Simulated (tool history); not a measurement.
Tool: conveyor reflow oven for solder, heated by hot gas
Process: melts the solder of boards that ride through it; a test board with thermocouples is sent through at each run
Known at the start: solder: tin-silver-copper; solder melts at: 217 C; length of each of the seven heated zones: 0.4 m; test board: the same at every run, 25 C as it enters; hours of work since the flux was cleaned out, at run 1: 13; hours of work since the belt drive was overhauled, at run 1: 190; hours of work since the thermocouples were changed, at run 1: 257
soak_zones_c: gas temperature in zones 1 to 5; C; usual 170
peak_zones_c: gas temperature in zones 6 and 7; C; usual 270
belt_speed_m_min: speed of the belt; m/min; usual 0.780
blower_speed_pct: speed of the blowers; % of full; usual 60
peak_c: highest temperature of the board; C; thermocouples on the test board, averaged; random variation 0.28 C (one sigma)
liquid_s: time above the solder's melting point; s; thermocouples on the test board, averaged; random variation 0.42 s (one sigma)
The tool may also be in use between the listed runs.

run   hour  soak_zones_c  peak_zones_c  belt_speed_m_min  blower_speed_pct  hours of work since the flux was cleaned out  hours of work since the belt drive was overhauled  hours of work since the thermocouples were changed  peak_c  liquid_s
  1    0.0           170           270             0.780                60                                            13                                                190                                                 257   252.1      43.7
  2   10.4           170           270             0.809                60                                            18                                                195                                                 262   249.7      40.9
  3   16.8           170           270             0.936                60                                            21                                                198                                                 265   244.2      31.2
  4   30.6           170           270             0.936                60                                            27                                                204                                                 272   244.0      31.1
  5   42.0           170           270             0.936                60                                            32                                                209                                                 277   243.9      31.0
  6   55.1           165           270             0.780                60                                            39                                                216                                                 283   250.5      42.5
  7   64.5           170           270             0.780                83                                            43                                                220                                                 288   256.7      47.4
  8   73.4           170           270             0.636                60                                            47                                                224                                                 292   258.5      60.4
  9   84.9           170           270             0.636                60                                            53                                                230                                                 297   258.3      60.7
 10   90.6           170           270             0.780                60                                            55                                                232                                                 300   251.4      44.1
 11   96.4           170           270             0.780                60                                            58                                                235                                                 303   250.8      43.8
 12  105.4           170           270             0.780                60                                            62                                                239                                                 307   251.8      43.8
 13  116.4           171           285             0.633                51                                            67                                                244                                                 312   269.5      67.0
 14  129.6           185           263             0.655                72                                            74                                                251                                                 318   254.6      63.1
 15  139.1           164           263             0.640                56                                            78                                                255                                                 323   250.2      53.0
 16  151.9           164           283             0.640                72                                            84                                                261                                                 329   272.4      65.2

The next listed run, before its measurement:
 17  160.2           164           283             0.640                72                                            88                                                265                                                 333       ?         ?

peak_c: 272.1 C
liquid_s: 65.5 s
Without the tool's hidden state the same run would have given peak_c 271.5 C, liquid_s 64.8 s.
